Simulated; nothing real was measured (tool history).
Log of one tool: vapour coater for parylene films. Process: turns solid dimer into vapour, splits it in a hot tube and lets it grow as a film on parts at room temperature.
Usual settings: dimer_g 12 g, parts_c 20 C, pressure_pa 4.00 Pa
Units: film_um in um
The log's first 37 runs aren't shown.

Run 38, hour 735.5: usual settings but dimer_g 6 g, parts_c 29 C, pressure_pa 4.34 Pa. Result: film_um 3.11 um.
Run 39, hour 749.8: usual settings but dimer_g 6 g, parts_c 29 C, pressure_pa 4.34 Pa. Result: film_um 3.09 um.
Run 40, hour 761.9: usual settings but dimer_g 6 g, parts_c 16 C, pressure_pa 4.34 Pa. Result: film_um 3.99 um.
Run 41, hour 773.6: usual settings but dimer_g 6 g, parts_c 16 C, pressure_pa 4.34 Pa. Result: film_um 3.92 um.
Run 42, hour 791.7: usual settings but dimer_g 15 g, parts_c 29 C, pressure_pa 7.42 Pa. Result: film_um 7.34 um.
Run 43, hour 804.9: usual settings but dimer_g 15 g, parts_c 14 C, pressure_pa 7.42 Pa. Result: film_um 9.58 um.
Run 44, hour 829.2: usual settings but dimer_g 15 g, parts_c 14 C, pressure_pa 7.42 Pa. Result: film_um 9.73 um.
Run 45, hour 846.3: usual settings but dimer_g 15 g, parts_c 14 C, pressure_pa 7.42 Pa. Result: film_um 9.49 um.

5 ways to go on from here, each from the tool as it stands after run 45. What would each give?
Run A, hour 859.1: usual settings but dimer_g 16 g, parts_c 31 C, pressure_pa 4.50 Pa. Result: film_um ?.
Run B, hour 859.1: usual settings but dimer_g 16 g, parts_c 14 C, pressure_pa 7.42 Pa. Result: film_um ?.
Run C, hour 859.1: usual settings but parts_c 22 C, pressure_pa 6.58 Pa. Result: film_um ?.
Run D, hour 859.1: usual settings but dimer_g 7 g, parts_c 15 C. Result: film_um ?.
Run E, hour 859.1: usual settings but dimer_g 14 g, parts_c 14 C, pressure_pa 7.42 Pa. Result: film_um ?.

run  film_um
  A     8.18
  B    10.26
  C     6.68
  D     4.75
  E     9.14
Without the tool's hidden state the same runs would have given:
run  film_um
  A     8.23
  B    10.33
  C     6.73
  D     4.78
  E     9.21

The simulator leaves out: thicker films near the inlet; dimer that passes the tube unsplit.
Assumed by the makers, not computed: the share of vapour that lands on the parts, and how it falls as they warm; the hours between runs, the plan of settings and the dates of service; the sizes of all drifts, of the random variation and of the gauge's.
